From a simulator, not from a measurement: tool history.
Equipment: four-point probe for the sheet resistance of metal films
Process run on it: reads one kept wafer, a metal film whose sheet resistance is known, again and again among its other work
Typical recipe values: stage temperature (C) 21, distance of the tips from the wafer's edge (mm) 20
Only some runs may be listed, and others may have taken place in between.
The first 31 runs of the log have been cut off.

run    hour  stage temperature (C)  distance of the tips from the wafer's edge (mm)  touches since the probe head was changed  hours of work since the stage's thermometer was calibrated  sheet resistance as the instrument gives it (ohm/square)
 32  1040.5                     22                                               39                                     30188                                                         256                                                  0.759909
 33  1080.5                     22                                               39                                     30846                                                         284                                                  0.759857
 34  1119.3                     27                                               49                                     31484                                                         311                                                  0.763517
 35  1164.3                     27                                               49                                     32226                                                         342                                                   0.76334
 36  1203.6                     23                                                8                                     32872                                                         370                                                  0.762149
 37  1226.9                     31                                               34                                     33256                                                         386                                                  0.765847
 38  1270.6                     31                                               34                                     33974                                                         417                                                  0.765975
 39  1296.7                     26                                               29                                     34404                                                         435                                                  0.762842
 40  1327.5                     22                                               23                                     34912                                                         457                                                  0.760245
 41  1353.4                     22                                               14                                     35338                                                         475                                                  0.760868
 42  1380.2                     29                                               61                                     35778                                                         494                                                   0.76504
 43  1417.9                     25                                                3                                     36399                                                         520                                                  0.773803
 44  1443.8                     30                                                7                                     36824                                                         538                                                  0.767355
 45  1479.4                     19                                               58                                     37411                                                         563                                                  0.758521
 46  1521.8                     20                                                4                                     38108                                                         593                                                  0.765605

Predict each of these 3 candidate next runs independently; none follows another, all start after run 46:
  A  1556.6                     25                                               16                                     38681                                                         617                                                         ?
  B  1556.6                     25                                               27                                     38681                                                         617                                                         ?
  C  1556.6                     20                                                6                                     38681                                                         617                                                         ?

run  sheet resistance as the instrument gives it (ohm/square)
  A                                                  0.762972
  B                                                  0.762644
  C                                                  0.762024
Without the tool's hidden state the same runs would have given:
run  sheet resistance as the instrument gives it (ohm/square)
  A                                                  0.756657
  B                                                  0.756332
  C                                                   0.75571
